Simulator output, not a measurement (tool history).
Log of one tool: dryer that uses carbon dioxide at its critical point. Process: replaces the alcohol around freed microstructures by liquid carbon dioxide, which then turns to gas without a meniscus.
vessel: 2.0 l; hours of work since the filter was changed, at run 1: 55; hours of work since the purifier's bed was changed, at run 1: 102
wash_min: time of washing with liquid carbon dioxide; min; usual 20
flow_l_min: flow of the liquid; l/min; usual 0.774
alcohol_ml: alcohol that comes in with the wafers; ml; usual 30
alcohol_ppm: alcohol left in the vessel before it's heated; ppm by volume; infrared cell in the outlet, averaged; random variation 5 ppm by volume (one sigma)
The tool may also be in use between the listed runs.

run	hour	wash_min	flow_l_min	alcohol_ml	hours of work since the filter was changed	hours of work since the purifier's bed was changed	alcohol_ppm
1	0	20	0.774	30	55	102	67
2	22.8	20	0.774	30	64	111	72
3	52.1	20	0.774	30	75	123	72
4	75.2	20	0.774	26	84	132	70
5	103.6	20	0.774	26	96	143	66
6	122.5	20	0.774	26	103	150	75
7	153.3	20	0.774	26	115	162	74
8	183.9	20	0.774	26	127	175	75
9	204.6	20	0.774	26	135	183	77
10	234.9	19	0.774	26	147	195	99
11	250.4	19	0.774	26	153	201	93
12	278	20	0.774	63	164	212	164
13	291.2	20	1.122	30	169	217	39
14	318.7	20	0.886	47	180	228	77
15	332.4	22	0.702	30	186	233	108
16	355.1	28	0.702	43	194	242	50

5 ways to go on from here, each from the tool as it stands after run 16. What would each give?
A	371.3	16	0.705	35	201	248	?
B	371.3	28	0.702	78	201	248	?
C	371.3	17	0.774	85	201	248	?
D	371.3	13	0.983	43	201	248	?
E	371.3	14	0.495	54	201	248	?

run	alcohol_ppm
A	381
B	71
C	466
D	290
E	2369
Without the tool's hidden state the same runs would have given:
run	alcohol_ppm
A	242
B	20
C	284
D	171
E	1851
